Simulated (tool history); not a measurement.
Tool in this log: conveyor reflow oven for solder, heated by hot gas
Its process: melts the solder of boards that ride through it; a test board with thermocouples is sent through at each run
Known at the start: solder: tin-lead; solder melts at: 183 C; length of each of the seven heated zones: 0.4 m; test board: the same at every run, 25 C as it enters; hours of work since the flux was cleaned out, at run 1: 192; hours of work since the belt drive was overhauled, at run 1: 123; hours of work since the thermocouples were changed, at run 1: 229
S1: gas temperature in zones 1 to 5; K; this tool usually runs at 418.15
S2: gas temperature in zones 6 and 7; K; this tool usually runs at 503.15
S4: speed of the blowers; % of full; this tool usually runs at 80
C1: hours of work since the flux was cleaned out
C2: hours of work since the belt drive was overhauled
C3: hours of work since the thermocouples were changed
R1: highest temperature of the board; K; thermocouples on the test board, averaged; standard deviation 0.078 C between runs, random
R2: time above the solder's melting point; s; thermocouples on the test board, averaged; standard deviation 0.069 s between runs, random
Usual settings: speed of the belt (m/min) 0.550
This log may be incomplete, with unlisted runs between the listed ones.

run 1 hour=0.0 | S1=418.15 S2=503.15 speed_of_the_belt_(m/min)=0.550 S4=80 | C1=192 C2=123 C3=229 | R1=487.76 R2=65.81
run 2 hour=39.8 | S1=418.15 S2=503.15 speed_of_the_belt_(m/min)=0.550 S4=80 | C1=217 C2=147 C3=254 | R1=487.82 R2=65.79
run 3 hour=71.4 | S1=418.15 S2=503.15 speed_of_the_belt_(m/min)=0.550 S4=80 | C1=236 C2=166 C3=273 | R1=487.71 R2=65.78
run 4 hour=108.0 | S1=418.15 S2=503.15 speed_of_the_belt_(m/min)=0.550 S4=80 | C1=259 C2=189 C3=296 | R1=487.72 R2=65.82
run 5 hour=138.4 | S1=418.15 S2=503.15 speed_of_the_belt_(m/min)=0.550 S4=80 | C1=277 C2=208 C3=314 | R1=487.76 R2=65.92
run 6 hour=195.3 | S1=418.15 S2=503.15 speed_of_the_belt_(m/min)=0.550 S4=80 | C1=312 C2=243 C3=349 | R1=487.65 R2=65.84
run 7 hour=237.8 | S1=418.15 S2=500.15 speed_of_the_belt_(m/min)=0.550 S4=80 | C1=338 C2=269 C3=375 | R1=485.13 R2=63.39
run 8 hour=270.0 | S1=418.15 S2=503.15 speed_of_the_belt_(m/min)=0.550 S4=80 | C1=358 C2=288 C3=395 | R1=487.78 R2=65.77
-- hour=304.5 flux residue cleaned out of gas plates and filters
run 9 hour=322.3 | S1=410.15 S2=503.15 speed_of_the_belt_(m/min)=0.550 S4=80 | C1=11 C2=317 C3=424 | R1=486.37 R2=60.89
run 10 hour=352.4 | S1=410.15 S2=503.15 speed_of_the_belt_(m/min)=0.550 S4=80 | C1=29 C2=336 C3=442 | R1=486.22 R2=60.92
run 11 hour=413.5 | S1=418.15 S2=503.15 speed_of_the_belt_(m/min)=0.577 S4=80 | C1=67 C2=373 C3=480 | R1=486.27 R2=61.09
run 12 hour=456.9 | S1=418.15 S2=503.15 speed_of_the_belt_(m/min)=0.550 S4=80 | C1=94 C2=400 C3=507 | R1=487.81 R2=65.78
run 13 hour=501.8 | S1=418.15 S2=500.15 speed_of_the_belt_(m/min)=0.550 S4=80 | C1=121 C2=428 C3=534 | R1=485.32 R2=63.61
run 14 hour=536.1 | S1=418.15 S2=500.15 speed_of_the_belt_(m/min)=0.550 S4=80 | C1=142 C2=449 C3=555 | R1=485.17 R2=63.42
run 15 hour=596.7 | S1=418.15 S2=500.15 speed_of_the_belt_(m/min)=0.575 S4=80 | C1=179 C2=486 C3=592 | R1=484.02 R2=59.14
run 16 hour=645.6 | S1=404.15 S2=503.15 speed_of_the_belt_(m/min)=0.550 S4=61 | C1=209 C2=516 C3=622 | R1=481.05 R2=51.86
run 17 hour=690.9 | S1=418.15 S2=503.15 speed_of_the_belt_(m/min)=0.550 S4=88 | C1=237 C2=544 C3=650 | R1=489.00 R2=67.14
run 18 hour=752.2 | S1=418.15 S2=503.15 speed_of_the_belt_(m/min)=0.550 S4=88 | C1=275 C2=581 C3=688 | R1=488.85 R2=67.23
run 19 hour=786.7 | S1=410.15 S2=503.15 speed_of_the_belt_(m/min)=0.492 S4=51 | C1=296 C2=602 C3=709 | R1=483.85 R2=64.65
run 20 hour=835.5 | S1=410.15 S2=503.15 speed_of_the_belt_(m/min)=0.492 S4=51 | C1=326 C2=632 C3=739 | R1=483.89 R2=64.44
run 21 hour=883.6 | S1=431.15 S2=495.15 speed_of_the_belt_(m/min)=0.652 S4=75 | C1=355 C2=662 C3=769 | R1=478.17 R2=51.10
-- hour=919.7 flux residue cleaned out of gas plates and filters
run 22 hour=920.8 | S1=409.15 S2=493.15 speed_of_the_belt_(m/min)=0.651 S4=78 | C1=1 C2=682 C3=788 | R1=471.98 R2=34.13
-- hour=942.5 thermocouples of zones 6 and 7 changed
run 23 hour=955.8 | S1=418.15 S2=503.15 speed_of_the_belt_(m/min)=0.500 S4=68 | C1=21 C2=702 C3=8 | R1=488.60 R2=73.52
run 24 hour=997.4 | S1=418.15 S2=513.15 speed_of_the_belt_(m/min)=0.569 S4=80 | C1=47 C2=728 C3=34 | R1=495.20 R2=69.29
run 25 hour=1050.3 | S1=418.15 S2=510.15 speed_of_the_belt_(m/min)=0.550 S4=63 | C1=79 C2=760 C3=66 | R1=490.55 R2=67.49
run 26 hour=1098.5 | S1=405.15 S2=510.15 speed_of_the_belt_(m/min)=0.463 S4=63 | C1=109 C2=790 C3=96 | R1=493.74 R2=78.72
run 27 hour=1127.5 | S1=405.15 S2=510.15 speed_of_the_belt_(m/min)=0.463 S4=63 | C1=126 C2=807 C3=114 | R1=493.83 R2=78.71
run 28 hour=1173.3 | S1=410.15 S2=503.15 speed_of_the_belt_(m/min)=0.477 S4=71 | C1=154 C2=835 C3=142 | R1=489.12 R2=74.23
run 29 hour=1232.1 | S1=413.15 S2=517.15 speed_of_the_belt_(m/min)=0.550 S4=57 | C1=191 C2=872 C3=178 | R1=493.73 R2=67.83
-- hour=1245.7 belt drive overhauled, speed set with a stopwatch
run 30 hour=1298.9 | S1=418.15 S2=502.15 speed_of_the_belt_(m/min)=0.598 S4=89 | C1=229 C2=33 C3=216 | R1=485.77 R2=58.48

For each entry between runs, how does the tool's hidden state at the last listed run before it compare with that at the first listed run after it?
Runs 8 to 9: flux residue cleaned out of gas plates and filters (hour 304.5)
  heat that the gas passes to the board, % of a clean oven's: 99.8 -> 100
Runs 21 to 22: flux residue cleaned out of gas plates and filters (hour 919.7)
  heat that the gas passes to the board, % of a clean oven's: 99.8 -> 100
Runs 22 to 23: thermocouples of zones 6 and 7 changed (hour 942.5)
  true gas temperature in zones 6 and 7 over the reading, C: 0.02 -> -0.01
Runs 29 to 30: belt drive overhauled, speed set with a stopwatch (hour 1245.7)
  belt's true speed, % of the reading: 99.95 -> 100
